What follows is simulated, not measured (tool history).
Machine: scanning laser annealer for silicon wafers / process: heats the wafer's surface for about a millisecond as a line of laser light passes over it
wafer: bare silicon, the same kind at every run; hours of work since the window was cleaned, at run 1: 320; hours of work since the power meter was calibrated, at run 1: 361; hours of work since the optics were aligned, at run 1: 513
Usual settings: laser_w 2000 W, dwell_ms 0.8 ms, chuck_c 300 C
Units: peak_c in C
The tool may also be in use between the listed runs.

run	hour	laser_w	dwell_ms	chuck_c	hours of work since the window was cleaned	hours of work since the power meter was calibrated	hours of work since the optics were aligned	peak_c
1	0	2000	0.8	300	320	361	513	1000
2	36.1	2000	0.8	319	337	377	529	1018
3	66.5	2000	0.8	319	351	392	544	1015
4	109.2	2000	0.686	319	371	412	564	969
5	140.4	2000	0.686	319	386	426	578	963
6	171.4	2000	0.686	319	400	441	593	967
7	221.6	2000	0.686	319	424	464	616	963
8	283.1	2000	0.686	319	452	493	645	963
9	324.7	2146	0.723	302	472	512	664	1021
10	378.7	2000	0.95	300	497	538	690	1047
# hour 401: window over the wafer cleaned
11	432.3	2102	0.8	307	15	562	714	1060
12	490.9	2102	0.755	293	42	589	741	1023
13	518.3	2102	0.652	334	55	602	754	1017

Predict each of these 4 candidate next runs independently; none follows another, all start after run 13:
A	572.5	1841	0.773	288	80	627	779	?
B	572.5	1876	0.8	264	80	627	779	?
C	572.5	1776	0.589	312	80	627	779	?
D	572.5	2102	0.652	306	80	627	779	?

run	peak_c
A	915
B	914
C	837
D	986
The same runs, with their run-to-run variation unchanged, on a tool lacking any hidden condition would have given:
run	peak_c
A	930
B	930
C	850
D	1002

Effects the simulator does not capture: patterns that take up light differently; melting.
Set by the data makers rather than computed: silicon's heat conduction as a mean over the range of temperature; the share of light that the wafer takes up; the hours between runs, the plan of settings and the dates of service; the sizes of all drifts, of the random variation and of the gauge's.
